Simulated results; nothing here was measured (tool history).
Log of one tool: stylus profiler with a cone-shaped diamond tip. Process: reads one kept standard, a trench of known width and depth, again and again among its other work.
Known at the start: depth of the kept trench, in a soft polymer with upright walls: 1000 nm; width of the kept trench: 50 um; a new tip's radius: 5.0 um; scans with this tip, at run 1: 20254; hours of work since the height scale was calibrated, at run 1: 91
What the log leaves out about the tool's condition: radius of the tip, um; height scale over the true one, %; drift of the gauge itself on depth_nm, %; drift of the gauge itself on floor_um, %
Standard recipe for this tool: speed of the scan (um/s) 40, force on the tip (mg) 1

| run | day | speed of the scan (um/s) | force on the tip (mg) | scans with this tip | hours of work since the height scale was calibrated | depth of the trench (Å) | width of the trench's floor (um) |
|---|---|---|---|---|---|---|---|
| 1 | 0 | 40 | 1 | 20254 | 91 | 10090.1 | 40.49 |
| 2 | 3.383 | 40 | 1 | 20702 | 126 | 10094.4 | 40.5 |
| 3 | 5.475 | 40 | 1 | 20978 | 148 | 10089.6 | 40.43 |
| 4 | 7.538 | 124 | 1 | 21251 | 169 | 10097.4 | 39.7 |
| 5 | 11.175 | 124 | 0.88 | 21731 | 206 | 10086.9 | 39.51 |
| 6 | 14.254 | 124 | 0.88 | 22138 | 238 | 10091.2 | 39.47 |
| 7 | 18.433 | 124 | 0.88 | 22690 | 280 | 10096.2 | 39.4 |
| 8 | 21.871 | 124 | 0.88 | 23145 | 316 | 10095.8 | 39.35 |
| 9 | 24.425 | 124 | 0.88 | 23482 | 342 | 10097.6 | 39.31 |
| 10 | 26.967 | 124 | 0.88 | 23818 | 368 | 10093.5 | 39.26 |
| 11 | 30.662 | 124 | 2.93 | 24307 | 406 | 10199.8 | 39.78 |
| 12 | 33.146 | 40 | 1 | 24635 | 431 | 10105.5 | 39.99 |
| 13 | 38.096 | 40 | 1 | 25289 | 482 | 10110.5 | 39.9 |
| 14 | 41.721 | 40 | 1 | 25768 | 519 | 10107.6 | 39.85 |
| 15 | 44.071 | 40 | 1 | 26079 | 543 | 10114.5 | 39.9 |
| 16 | 46.488 | 40 | 1 | 26399 | 568 | 10114 | 39.78 |
| 17 | 51.317 | 40 | 1 | 27037 | 618 | 10113.7 | 39.76 |
| 18 | 54.508 | 40 | 1 | 27459 | 651 | 10113.3 | 39.66 |
| 19 | 59.35 | 40 | 1.51 | 28098 | 700 | 10146.7 | 39.67 |
| 20 | 62.225 | 40 | 1.32 | 28479 | 730 | 10136.6 | 39.58 |
| 21 | 64.417 | 40 | 1.32 | 28768 | 752 | 10138.5 | 39.59 |
| 22 | 67.958 | 40 | 2.31 | 29236 | 788 | 10189.9 | 39.59 |
| 23 | 71.162 | 139 | 0.67 | 29660 | 821 | 10104.7 | 38.2 |
| 24 | 75.508 | 32 | 1 | 30234 | 866 | 10125.1 | 39.41 |
|  | 78.958 | new tip fitted, height scale calibrated |
| 25 | 79.046 | 32 | 1 | 11 | 1 | 10093.4 | 43.75 |
| 26 | 82.562 | 32 | 1 | 476 | 37 | 10094.5 | 43.67 |
| 27 | 86.721 | 54 | 0.46 | 1026 | 80 | 10061.5 | 43.17 |
| 28 | 89.175 | 25 | 1 | 1350 | 105 | 10097 | 43.6 |
| 29 | 92.704 | 25 | 1 | 1817 | 141 | 10095.5 | 43.47 |
| 30 | 97.517 | 25 | 1 | 2453 | 190 | 10094.9 | 43.35 |
| 31 | 101.467 | 10 | 1 | 2975 | 231 | 10094.6 | 43.45 |
| 32 | 105.533 | 10 | 1 | 3512 | 273 | 10100.4 | 43.34 |
| 33 | 108.008 | 10 | 1 | 3839 | 298 | 10101.4 | 43.27 |
| 34 | 110.458 | 54 | 0.48 | 4163 | 323 | 10067.1 | 42.55 |
| 35 | 112.854 | 39 | 0.48 | 4480 | 348 | 10068.2 | 42.78 |

Alternative continuations, all from the tool just after run 35; predict every row:
| A | 116.883 | 45 | 0.47 | 5012 | 389 | ? | ? |
| B | 116.883 | 11 | 1.07 | 5012 | 389 | ? | ? |
| C | 116.883 | 13 | 1.2 | 5012 | 389 | ? | ? |
| D | 116.883 | 94 | 0.64 | 5012 | 389 | ? | ? |
| E | 116.883 | 39 | 0.91 | 5012 | 389 | ? | ? |

| run | depth of the trench (Å) | width of the trench's floor (um) |
|---|---|---|
| A | 10069.8 | 42.59 |
| B | 10109 | 43.07 |
| C | 10118.3 | 43.03 |
| D | 10084.9 | 42.09 |
| E | 10099.5 | 42.77 |
Stripped of hidden state, with their random variation kept, the same runs would have yielded:
| run | depth of the trench (Å) | width of the trench's floor (um) |
|---|---|---|
| A | 10049.3 | 43.43 |
| B | 10088.4 | 43.92 |
| C | 10097.6 | 43.87 |
| D | 10064.3 | 42.94 |
| E | 10078.9 | 43.61 |
